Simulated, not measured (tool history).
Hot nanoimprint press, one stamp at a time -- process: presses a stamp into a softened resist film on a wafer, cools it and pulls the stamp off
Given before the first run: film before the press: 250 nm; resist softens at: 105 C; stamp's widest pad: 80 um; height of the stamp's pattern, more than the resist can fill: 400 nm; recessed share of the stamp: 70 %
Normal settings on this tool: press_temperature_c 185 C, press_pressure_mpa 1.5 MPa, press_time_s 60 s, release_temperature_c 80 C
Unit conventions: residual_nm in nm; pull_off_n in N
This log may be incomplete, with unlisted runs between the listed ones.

run    hour  press_temperature_c  press_pressure_mpa  press_time_s  release_temperature_c  residual_nm  pull_off_n
  1       0                  185                 1.5            60                     80        139.6         262
       31.6  -- stamp cleaned and given a new release coat
  2    56.9                  185                 1.5            60                     80          140         236
  3   107.1                  185                 1.5            60                     80        139.9         241
  4   130.9                  185                 1.5            60                     80        140.8         236
  5   158.6                  185                0.94            60                     80        163.3         238
  6   185.8                  185                0.94            60                     80        162.4         241
  7   225.4                  185                0.94            60                     80        162.7         254
      240.7  -- plate thermocouple calibrated
  8     278                  185                 1.5            60                     80        132.2         245
  9   330.7                  185                 1.5            60                     80        134.6         248
      367.8  -- stamp cleaned and given a new release coat
 10   392.4                  185                 1.5            60                     80        133.8         227
 11   440.8                  185                 1.5            60                     80        135.9         230
 12   488.1                  185                 1.5            60                     80        136.6         241
 13   533.6                  185                 1.5            60                     80        136.9         240
 14   560.2                  187                 1.5            60                     80        126.2         247
 15   585.7                  187                 1.5            60                     80        127.7         248
 16   626.6                  189                 1.5            60                     80        118.3         253
 17   666.4                  176                0.94           119                     74        173.8         285
      698.4  -- stamp cleaned and given a new release coat
 18   702.3                  176                0.94           119                     74        177.9         258
 19     728                  176                0.94           119                     74        175.9         265
 20   777.2                  185                 1.5            60                     81        139.6         226
 21   804.7                  176                1.49            74                     76        178.5         266
      847.4  -- press's hydraulic seals changed and the load cell set to zero
 22   849.4                  185                0.96            38                     80          178         247
 23   894.4                  178                2.15            78                     80        147.6         241
 24   919.8                  185                1.63            60                     74        134.6         281
 25   961.1                  181                1.51            47                     71        169.9         303
 26   991.3                  181                1.51            47                     71        173.5         301
     1038.8  -- stamp cleaned and given a new release coat
 27  1050.5                  174                1.86            42                     80        204.5         227
 28  1081.3                  174                1.86            42                     80        203.2         235
     1127.2  -- plate thermocouple calibrated
 29  1133.7                  195                1.86            30                     73        106.5         271

Predict each of these 5 candidate next runs independently; none follows another, all start after run 29:
  A  1170.9                  173                1.36            30                     73            ?           ?
  B  1170.9                  195                1.86            91                     75            ?           ?
  C  1170.9                  183                 1.5            44                     80            ?           ?
  D  1170.9                  173                1.73            60                     80            ?           ?
  E  1170.9                  195                 1.5            70                     76            ?           ?

run  residual_nm  pull_off_n
  A        220.3         264
  B         66.4         269
  C        156.6         234
  D          191         242
  E         80.6         249
Stripped of hidden state, with their random variation kept, the same runs would have yielded:
run  residual_nm  pull_off_n
  A        220.4         251
  B         66.4         256
  C        156.7         223
  D        191.1         231
  E         80.6         237

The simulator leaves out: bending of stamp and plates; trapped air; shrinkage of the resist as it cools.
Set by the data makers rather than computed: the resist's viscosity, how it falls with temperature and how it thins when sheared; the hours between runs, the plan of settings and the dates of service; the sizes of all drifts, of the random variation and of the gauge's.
